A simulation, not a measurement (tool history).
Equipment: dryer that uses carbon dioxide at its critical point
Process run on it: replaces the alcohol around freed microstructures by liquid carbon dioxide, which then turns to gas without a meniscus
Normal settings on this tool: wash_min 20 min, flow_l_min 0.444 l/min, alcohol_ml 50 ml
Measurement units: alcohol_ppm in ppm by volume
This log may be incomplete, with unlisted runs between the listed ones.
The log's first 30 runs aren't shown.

Run 31, hour 225: usual settings but wash_min 18 min, flow_l_min 0.313 l/min, alcohol_ml 34 ml. Result: alcohol_ppm 280 ppm by volume.
Run 32, hour 233.1: usual settings but wash_min 12 min. Result: alcohol_ppm 440 ppm by volume.
Run 33, hour 240.1: usual settings but wash_min 12 min. Result: alcohol_ppm 449 ppm by volume.
Run 34, hour 251.2: usual settings but wash_min 12 min. Result: alcohol_ppm 454 ppm by volume.
Run 35, hour 258.8: usual settings but wash_min 14 min, alcohol_ml 21 ml. Result: alcohol_ppm 201 ppm by volume.
Run 36, hour 266.4: usual settings but wash_min 14 min, alcohol_ml 21 ml. Result: alcohol_ppm 208 ppm by volume.
Run 37, hour 275.9: usual settings but wash_min 14 min, alcohol_ml 21 ml. Result: alcohol_ppm 207 ppm by volume.
Run 38, hour 282.4: usual settings but wash_min 21 min, flow_l_min 0.43 l/min, alcohol_ml 28 ml. Result: alcohol_ppm 156 ppm by volume.
Run 39, hour 291.1: usual settings but wash_min 21 min, flow_l_min 0.43 l/min, alcohol_ml 28 ml. Result: alcohol_ppm 156 ppm by volume.
Run 40, hour 299.5: usual settings but wash_min 21 min, flow_l_min 0.43 l/min, alcohol_ml 38 ml. Result: alcohol_ppm 161 ppm by volume.
Run 41, hour 304.6: usual settings but wash_min 16 min, flow_l_min 0.27 l/min, alcohol_ml 69 ml. Result: alcohol_ppm 1252 ppm by volume.
Run 42, hour 313: usual settings but wash_min 15 min, flow_l_min 0.397 l/min, alcohol_ml 84 ml. Result: alcohol_ppm 474 ppm by volume.
Run 43, hour 318.9: usual settings but flow_l_min 0.331 l/min. Result: alcohol_ppm 247 ppm by volume.
Run 44, hour 324.2: usual settings but flow_l_min 0.331 l/min, alcohol_ml 108 ml. Result: alcohol_ppm 354 ppm by volume.
Run 45, hour 329.5: usual settings but wash_min 30 min, flow_l_min 0.332 l/min, alcohol_ml 31 ml. Result: alcohol_ppm 160 ppm by volume.
Run 46, hour 339.2: usual settings but wash_min 30 min, flow_l_min 0.332 l/min, alcohol_ml 31 ml. Result: alcohol_ppm 167 ppm by volume.

Forecast each of these 3 alternatives for the next run:
Run A, hour 346.1: usual settings but flow_l_min 0.285 l/min. Result: alcohol_ppm ?.
Run B, hour 346.1: usual settings but wash_min 30 min, flow_l_min 0.332 l/min, alcohol_ml 21 ml. Result: alcohol_ppm ?.
Run C, hour 346.1: usual settings but wash_min 32 min, flow_l_min 0.513 l/min, alcohol_ml 115 ml. Result: alcohol_ppm ?.

run  alcohol_ppm
  A          390
  B          164
  C          168
The same runs, with their run-to-run variation unchanged, on a tool lacking any hidden condition would have given:
run  alcohol_ppm
  A          157
  B            6
  C            9
